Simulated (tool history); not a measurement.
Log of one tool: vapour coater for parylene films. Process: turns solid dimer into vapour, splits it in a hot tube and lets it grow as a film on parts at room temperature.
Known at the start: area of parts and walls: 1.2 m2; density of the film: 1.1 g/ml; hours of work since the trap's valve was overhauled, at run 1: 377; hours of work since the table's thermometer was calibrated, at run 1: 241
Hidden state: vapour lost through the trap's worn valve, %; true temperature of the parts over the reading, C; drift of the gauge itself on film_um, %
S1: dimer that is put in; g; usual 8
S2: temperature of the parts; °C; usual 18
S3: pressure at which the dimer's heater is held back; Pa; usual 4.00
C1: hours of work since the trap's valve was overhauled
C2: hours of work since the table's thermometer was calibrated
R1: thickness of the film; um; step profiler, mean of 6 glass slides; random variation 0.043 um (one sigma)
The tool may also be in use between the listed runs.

{"run": 1, "day": 0.0, "S1": 8, "S2": 18, "S3": 4.0, "C1": 377, "C2": 241, "R1": 4.43}
{"run": 2, "day": 1.733, "S1": 8, "S2": 18, "S3": 4.0, "C1": 404, "C2": 269, "R1": 4.36}
{"run": 3, "day": 3.775, "S1": 8, "S2": 18, "S3": 4.0, "C1": 437, "C2": 301, "R1": 4.39}
{"run": 4, "day": 4.733, "S1": 8, "S2": 18, "S3": 4.0, "C1": 452, "C2": 317, "R1": 4.44}
{"run": 5, "day": 5.946, "S1": 8, "S2": 27, "S3": 4.0, "C1": 471, "C2": 336, "R1": 2.92}
{"run": 6, "day": 7.779, "S1": 5, "S2": 18, "S3": 4.0, "C1": 500, "C2": 365, "R1": 2.73}
{"run": 7, "day": 8.667, "S1": 8, "S2": 18, "S3": 4.0, "C1": 514, "C2": 379, "R1": 4.35}
{"run": 8, "day": 10.142, "S1": 6, "S2": 18, "S3": 4.0, "C1": 538, "C2": 402, "R1": 3.18}
{"run": 9, "day": 10.983, "S1": 6, "S2": 18, "S3": 4.0, "C1": 551, "C2": 416, "R1": 3.2}
{"run": 10, "day": 12.292, "S1": 6, "S2": 18, "S3": 4.0, "C1": 572, "C2": 436, "R1": 3.18}
{"run": 11, "day": 13.25, "S1": 11, "S2": 18, "S3": 4.0, "C1": 587, "C2": 452, "R1": 5.91}
{"run": 12, "day": 14.821, "S1": 11, "S2": 18, "S3": 4.0, "C1": 612, "C2": 477, "R1": 5.83}
{"run": 13, "day": 15.65, "S1": 11, "S2": 18, "S3": 4.0, "C1": 625, "C2": 490, "R1": 5.85}
{"run": 14, "day": 16.675, "S1": 11, "S2": 18, "S3": 4.0, "C1": 641, "C2": 506, "R1": 5.76}
{"run": 15, "day": 18.008, "S1": 11, "S2": 18, "S3": 4.0, "C1": 663, "C2": 527, "R1": 5.7}
{"day": 18.833, "done": "trap's valve overhauled"}
{"run": 16, "day": 20.004, "S1": 11, "S2": 18, "S3": 4.0, "C1": 19, "C2": 556, "R1": 6.35}
{"run": 17, "day": 21.933, "S1": 11, "S2": 15, "S3": 2.3, "C1": 49, "C2": 587, "R1": 7.64}
{"run": 18, "day": 22.967, "S1": 8, "S2": 18, "S3": 4.0, "C1": 66, "C2": 603, "R1": 4.64}
{"run": 19, "day": 23.883, "S1": 8, "S2": 18, "S3": 3.32, "C1": 80, "C2": 618, "R1": 4.68}
{"run": 20, "day": 25.633, "S1": 12, "S2": 13, "S3": 4.0, "C1": 108, "C2": 646, "R1": 8.46}
{"run": 21, "day": 27.429, "S1": 12, "S2": 16, "S3": 4.0, "C1": 136, "C2": 674, "R1": 7.48}
{"run": 22, "day": 29.079, "S1": 11, "S2": 29, "S3": 3.61, "C1": 163, "C2": 700, "R1": 3.95}
{"run": 23, "day": 30.646, "S1": 11, "S2": 29, "S3": 5.38, "C1": 187, "C2": 725, "R1": 3.75}
{"run": 24, "day": 31.904, "S1": 6, "S2": 18, "S3": 5.41, "C1": 207, "C2": 745, "R1": 3.3}
{"run": 25, "day": 33.579, "S1": 8, "S2": 19, "S3": 3.54, "C1": 234, "C2": 772, "R1": 4.34}
{"run": 26, "day": 34.821, "S1": 3, "S2": 13, "S3": 4.0, "C1": 254, "C2": 791, "R1": 2.06}
{"day": 36.454, "done": "table's thermometer calibrated"}
{"run": 27, "day": 36.725, "S1": 4, "S2": 30, "S3": 6.84, "C1": 283, "C2": 4, "R1": 1.31}

Measured less the same run without the tool's hidden state. The same run-to-run variation is in both; the gauge's scatter may not be:
run=1 R1=-0.31
run=2 R1=-0.33
run=3 R1=-0.37
run=4 R1=-0.38
run=5 R1=-0.27
run=6 R1=-0.27
run=7 R1=-0.43
run=8 R1=-0.33
run=9 R1=-0.35
run=10 R1=-0.36
run=11 R1=-0.68
run=12 R1=-0.70
run=13 R1=-0.72
run=14 R1=-0.74
run=15 R1=-0.75
run=16 R1=-0.14
run=17 R1=-0.20
run=18 R1=-0.14
run=19 R1=-0.16
run=20 R1=-0.32
run=21 R1=-0.32
run=22 R1=-0.19
run=23 R1=-0.20
run=24 R1=-0.19
run=25 R1=-0.27
run=26 R1=-0.13
run=27 R1=-0.05

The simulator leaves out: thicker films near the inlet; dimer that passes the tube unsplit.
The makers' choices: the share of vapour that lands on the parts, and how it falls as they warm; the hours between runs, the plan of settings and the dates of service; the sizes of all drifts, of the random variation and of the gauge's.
